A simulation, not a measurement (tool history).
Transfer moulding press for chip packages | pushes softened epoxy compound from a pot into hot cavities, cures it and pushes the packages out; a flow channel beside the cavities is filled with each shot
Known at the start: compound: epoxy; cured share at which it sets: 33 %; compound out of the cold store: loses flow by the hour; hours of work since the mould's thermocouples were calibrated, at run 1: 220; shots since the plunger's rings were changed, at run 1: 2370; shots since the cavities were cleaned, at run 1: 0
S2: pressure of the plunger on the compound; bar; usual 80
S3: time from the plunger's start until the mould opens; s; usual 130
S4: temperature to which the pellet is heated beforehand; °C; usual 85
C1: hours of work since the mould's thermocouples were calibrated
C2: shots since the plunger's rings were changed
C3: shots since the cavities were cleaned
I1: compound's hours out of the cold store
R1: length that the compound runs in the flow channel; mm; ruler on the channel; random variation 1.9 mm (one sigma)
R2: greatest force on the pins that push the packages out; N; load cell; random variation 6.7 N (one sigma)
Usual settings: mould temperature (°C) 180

Run 1, hour 0: usual settings; C1 220; C2 2370; C3 0; I1 32.6. Result: R1 621 mm, R2 282 N.
Run 2, hour 28.7: usual settings; C1 236; C2 2597; C3 227; I1 40. Result: R1 595 mm, R2 286 N.
Run 3, hour 69.6: usual settings; C1 259; C2 2920; C3 550; I1 22.6. Result: R1 667 mm, R2 280 N.
At hour 100.8: cavities cleaned with cleaning compound and waxed.
Run 4, hour 105.7: usual settings; C1 278; C2 3194; C3 39; I1 23.2. Result: R1 662 mm, R2 287 N.
Run 5, hour 134.9: usual settings; C1 294; C2 3425; C3 270; I1 9.6. Result: R1 724 mm, R2 284 N.
Run 6, hour 170.9: usual settings; C1 314; C2 3710; C3 555; I1 24.3. Result: R1 661 mm, R2 273 N.
Run 7, hour 195.9: usual settings but S4 77 °C; C1 328; C2 3907; C3 752; I1 33.1. Result: R1 621 mm, R2 281 N.
At hour 201.7: cavities cleaned with cleaning compound and waxed.
Run 8, hour 247.6: usual settings but S4 77 °C; C1 356; C2 4304; C3 363; I1 43.4. Result: R1 579 mm, R2 271 N.
Run 9, hour 292.9: usual settings but S4 77 °C; C1 381; C2 4663; C3 722; I1 14.9. Result: R1 695 mm, R2 294 N.
At hour 300.3: plunger's sealing rings changed.
At hour 304.6: cavities cleaned with cleaning compound and waxed.
Run 10, hour 326.8: usual settings but S2 90.2 bar, S4 77 °C; C1 398; C2 198; C3 175; I1 35.8. Result: R1 649 mm, R2 274 N.
Run 11, hour 370.6: usual settings but S2 90.2 bar, S4 77 °C; C1 422; C2 544; C3 521; I1 37.7. Result: R1 642 mm, R2 280 N.
Run 12, hour 399.9: usual settings but S2 74.2 bar; C1 438; C2 776; C3 753; I1 46.5. Result: R1 552 mm, R2 271 N.
At hour 405.8: cavities cleaned with cleaning compound and waxed.
Run 13, hour 430.4: usual settings; C1 454; C2 1005; C3 194; I1 11.2. Result: R1 715 mm, R2 291 N.
At hour 466.5: mould's thermocouples calibrated.
Run 14, hour 470.5: usual settings but S2 78.9 bar; C1 2; C2 1307; C3 496; I1 47.8. Result: R1 562 mm, R2 278 N.
At hour 510.1: cavities cleaned with cleaning compound and waxed.
Run 15, hour 523.6: usual settings but S2 78.9 bar; C1 31; C2 1714; C3 106; I1 27. Result: R1 640 mm, R2 284 N.
Run 16, hour 546.4: usual settings but S2 61.9 bar, S3 120 s, S4 89 °C; C1 44; C2 1895; C3 287; I1 22.1. Result: R1 586 mm, R2 296 N.
Run 17, hour 577.2: usual settings but S4 82 °C; C1 61; C2 2139; C3 531; I1 47.8. Result: R1 568 mm, R2 278 N.
At hour 613.5: cavities cleaned with cleaning compound and waxed.
Run 18, hour 624.9: usual settings but S3 115 s, S4 87 °C; C1 86; C2 2504; C3 90; I1 9.3. Result: R1 726 mm, R2 348 N.
Run 19, hour 652.5: usual settings but S3 115 s, S4 87 °C; C1 101; C2 2722; C3 308; I1 18.7. Result: R1 682 mm, R2 352 N.
Run 20, hour 704.6: usual settings but S3 162 s, S4 84 °C; C1 130; C2 3134; C3 720; I1 9.7. Result: R1 726 mm, R2 244 N.
At hour 715.5: cavities cleaned with cleaning compound and waxed.
Run 21, hour 748.4: usual settings but mould temperature (°C) 187, S2 94.7 bar, S3 162 s, S4 84 °C; C1 154; C2 3468; C3 260; I1 43.2. Result: R1 623 mm, R2 222 N.
Run 22, hour 792.3: usual settings but S4 95 °C; C1 178; C2 3816; C3 608; I1 23.8. Result: R1 658 mm, R2 294 N.
At hour 815.8: cavities cleaned with cleaning compound and waxed.
Run 23, hour 839.7: usual settings but S4 95 °C; C1 204; C2 4179; C3 189; I1 14.6. Result: R1 703 mm, R2 281 N.
Run 24, hour 869: usual settings but S4 95 °C; C1 220; C2 4410; C3 420; I1 26.5. Result: R1 647 mm, R2 284 N.
Run 25, hour 891: usual settings but S3 165 s, S4 81 °C; C1 232; C2 4585; C3 595; I1 39.8. Result: R1 596 mm, R2 239 N.
At hour 907.6: plunger's sealing rings changed.
At hour 918.6: cavities cleaned with cleaning compound and waxed.
Run 26, hour 918.6: usual settings but mould temperature (°C) 187, S3 165 s, S4 81 °C; C1 245; C2 75; C3 0; I1 10.9. Result: R1 698 mm, R2 227 N.
Run 27, hour 940.3: usual settings but mould temperature (°C) 187, S3 165 s, S4 81 °C; C1 257; C2 246; C3 171; I1 17.9. Result: R1 668 mm, R2 228 N.

4 ways to go on from here, each from the tool as it stands after run 27. What would each give?
Run A, hour 989.9: usual settings but mould temperature (°C) 173, S3 150 s, S4 81 °C; C1 285; C2 638; C3 563; I1 10.9. Result: R1 ?, R2 ?.
Run B, hour 989.9: usual settings; C1 285; C2 638; C3 563; I1 42.8. Result: R1 ?, R2 ?.
Run C, hour 989.9: usual settings but mould temperature (°C) 187, S2 70.1 bar, S3 121 s, S4 81 °C; C1 285; C2 638; C3 563; I1 19.4. Result: R1 ?, R2 ?.
Run D, hour 989.9: usual settings but mould temperature (°C) 183, S4 86 °C; C1 285; C2 638; C3 563; I1 46.2. Result: R1 ?, R2 ?.

run   R1   R2
  A  742  364
  B  585  268
  C  619  242
  D  564  239
Without the tool's hidden state the same runs would have given:
run   R1   R2
  A  742  362
  B  585  266
  C  619  241
  D  564  237
